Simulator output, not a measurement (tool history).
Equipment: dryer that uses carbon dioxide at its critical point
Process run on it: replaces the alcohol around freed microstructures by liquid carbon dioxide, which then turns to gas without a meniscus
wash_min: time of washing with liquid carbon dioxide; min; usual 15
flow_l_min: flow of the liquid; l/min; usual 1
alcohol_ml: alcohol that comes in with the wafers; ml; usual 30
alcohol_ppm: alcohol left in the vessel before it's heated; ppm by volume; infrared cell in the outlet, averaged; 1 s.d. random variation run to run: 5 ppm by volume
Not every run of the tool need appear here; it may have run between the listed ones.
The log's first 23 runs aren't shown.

run    hour  wash_min  flow_l_min  alcohol_ml  hours of work since the filter was changed  hours of work since the purifier's bed was changed  alcohol_ppm
 24     592        15           1          30                                         251                                                 636          120
 25   607.2        13        1.17          25                                         260                                                 645          100
 26   629.9        13        1.17          25                                         274                                                 658          105
 27   647.4        13        1.05          25                                         284                                                 669          153
 28   670.2         9        1.28          41                                         298                                                 682          425
 29   701.1         9        1.28          41                                         316                                                 700          460
 30   731.9        14        0.91          30                                         334                                                 719          255
 31   762.6        15        0.99          41                                         352                                                 737          191
 32   795.3         9        0.99          65                                         372                                                 756         1774
      817.8  -- inlet filter changed
 33   822.7        18        1.53          30                                           3                                                 772           39
 34   852.9        16           1          30                                          21                                                 790           78
      866.4  -- purifier's bed changed
 35   871.1        21        1.08          68                                          30                                                   3           17
 36   889.1        21        1.08          68                                          40                                                  13            7
 37   906.6        14        1.34          30                                          51                                                  24           11
 38   933.5        10        1.53          30                                          67                                                  40           55
 39   957.8        10        1.07          71                                          81                                                  54          623
 40   992.2        16         0.9          30                                         101                                                  74           74
 41  1024.2        13         0.9          62                                         120                                                  93          411
 42  1044.8        10        0.73          62                                         132                                                 105         2087
 43  1063.1        10        0.76          63                                         143                                                 116         1926
 44  1094.1        10        0.76          63                                         162                                                 135         2008
 45  1116.9        10        0.76          63                                         175                                                 148         2088
 46  1140.5        10        0.76          63                                         189                                                 162         2051
 47  1156.6        10        0.76          63                                         199                                                 172         2110

What if the next run were any one of these 3? Each begins from the tool's condition after run 47:
  A  1191.5        11        1.07          22                                         219                                                 192            ?
  B  1191.5         9        1.64          30                                         219                                                 192            ?
  C  1191.5        15        1.31          84                                         219                                                 192            ?

run  alcohol_ppm
  A          192
  B           87
  C           50
Had the tool no hidden state, the same runs would have come out as:
run  alcohol_ppm
  A          122
  B           46
  C           21
